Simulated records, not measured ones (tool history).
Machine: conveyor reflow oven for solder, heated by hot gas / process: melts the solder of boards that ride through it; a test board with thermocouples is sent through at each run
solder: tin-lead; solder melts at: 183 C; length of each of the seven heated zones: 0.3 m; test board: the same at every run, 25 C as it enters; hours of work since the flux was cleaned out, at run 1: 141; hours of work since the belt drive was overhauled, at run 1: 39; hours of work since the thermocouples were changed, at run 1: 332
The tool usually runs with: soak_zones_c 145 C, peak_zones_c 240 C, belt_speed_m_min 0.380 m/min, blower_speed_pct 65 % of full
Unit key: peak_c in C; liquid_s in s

| run | day | soak_zones_c | peak_zones_c | belt_speed_m_min | blower_speed_pct | hours of work since the flux was cleaned out | hours of work since the belt drive was overhauled | hours of work since the thermocouples were changed | peak_c | liquid_s |
|---|---|---|---|---|---|---|---|---|---|---|
| 1 | 0.000 | 145 | 240 | 0.380 | 65 | 141 | 39 | 332 | 215.6 | 70.1 |
| 2 | 0.471 | 145 | 236 | 0.380 | 65 | 146 | 44 | 337 | 212.3 | 67.5 |
| 3 | 0.700 | 145 | 236 | 0.380 | 65 | 148 | 46 | 339 | 212.1 | 66.9 |
| 4 | 1.129 | 141 | 236 | 0.380 | 65 | 153 | 51 | 344 | 210.8 | 63.9 |
| 5 | 1.596 | 145 | 240 | 0.408 | 65 | 158 | 56 | 349 | 212.5 | 61.2 |
| 6 | 1.962 | 145 | 240 | 0.408 | 65 | 162 | 59 | 352 | 211.5 | 61.3 |
| 7 | 2.212 | 145 | 240 | 0.408 | 65 | 164 | 62 | 355 | 212.1 | 61.4 |
| 8 | 2.612 | 145 | 240 | 0.408 | 65 | 168 | 66 | 359 | 211.1 | 61.3 |
| 9 | 2.825 | 145 | 240 | 0.380 | 65 | 171 | 68 | 361 | 214.3 | 69.4 |
| 10 | 3.138 | 145 | 240 | 0.380 | 65 | 174 | 72 | 365 | 214.7 | 69.9 |
| 11 | 3.529 | 145 | 240 | 0.380 | 65 | 178 | 76 | 369 | 213.7 | 68.7 |
| 12 | 3.988 | 145 | 240 | 0.416 | 65 | 183 | 81 | 373 | 210.6 | 58.5 |
| 13 | 4.312 | 141 | 240 | 0.380 | 65 | 186 | 84 | 377 | 213.7 | 67.0 |
|  | 4.554 | flux residue cleaned out of gas plates and filters |
| 14 | 4.825 | 141 | 240 | 0.380 | 65 | 3 | 87 | 380 | 213.2 | 67.1 |
| 15 | 5.042 | 141 | 240 | 0.380 | 65 | 5 | 89 | 382 | 212.9 | 65.9 |
| 16 | 5.267 | 141 | 240 | 0.380 | 65 | 7 | 92 | 385 | 213.3 | 65.2 |
| 17 | 5.729 | 145 | 240 | 0.335 | 72 | 12 | 97 | 389 | 221.2 | 88.4 |
| 18 | 5.942 | 145 | 240 | 0.335 | 72 | 14 | 99 | 392 | 220.3 | 87.6 |
| 19 | 6.288 | 145 | 228 | 0.335 | 72 | 18 | 102 | 395 | 211.0 | 77.2 |
| 20 | 6.492 | 157 | 254 | 0.321 | 68 | 20 | 104 | 397 | 235.3 | 110.7 |
|  | 7.046 | flux residue cleaned out of gas plates and filters, once more |
| 21 | 7.050 | 157 | 254 | 0.321 | 68 | 0 | 108 | 401 | 236.5 | 114.5 |
| 22 | 7.267 | 145 | 254 | 0.444 | 65 | 2 | 110 | 403 | 220.6 | 64.3 |
| 23 | 7.729 | 155 | 240 | 0.348 | 65 | 7 | 115 | 408 | 221.6 | 90.2 |
| 24 | 7.971 | 155 | 240 | 0.348 | 65 | 10 | 118 | 411 | 221.6 | 89.0 |
| 25 | 8.429 | 145 | 231 | 0.418 | 65 | 14 | 122 | 415 | 205.6 | 52.2 |
| 26 | 8.683 | 145 | 231 | 0.418 | 64 | 17 | 125 | 418 | 205.2 | 51.2 |
| 27 | 9.054 | 145 | 231 | 0.418 | 64 | 21 | 129 | 422 | 204.8 | 51.2 |
| 28 | 9.408 | 145 | 231 | 0.418 | 64 | 25 | 133 | 426 | 204.9 | 50.7 |
| 29 | 9.650 | 150 | 240 | 0.308 | 61 | 27 | 135 | 428 | 223.1 | 101.3 |
| 30 | 9.912 | 150 | 240 | 0.308 | 61 | 30 | 138 | 431 | 222.2 | 100.2 |

Below are 4 alternative next runs, each starting from the tool's condition after run 30. Predict each:
| A | 10.196 | 143 | 240 | 0.314 | 71 | 33 | 141 | 434 | ? | ? |
| B | 10.196 | 139 | 240 | 0.308 | 61 | 33 | 141 | 434 | ? | ? |
| C | 10.196 | 150 | 240 | 0.457 | 56 | 33 | 141 | 434 | ? | ? |
| D | 10.196 | 156 | 228 | 0.308 | 76 | 33 | 141 | 434 | ? | ? |

| run | peak_c | liquid_s |
|---|---|---|
| A | 223.8 | 95.9 |
| B | 220.5 | 91.9 |
| C | 204.7 | 47.6 |
| D | 217.0 | 100.6 |
With no hidden state in the tool, these same runs would have given:
| run | peak_c | liquid_s |
|---|---|---|
| A | 225.1 | 96.8 |
| B | 221.7 | 93.0 |
| C | 205.8 | 48.9 |
| D | 218.3 | 101.6 |
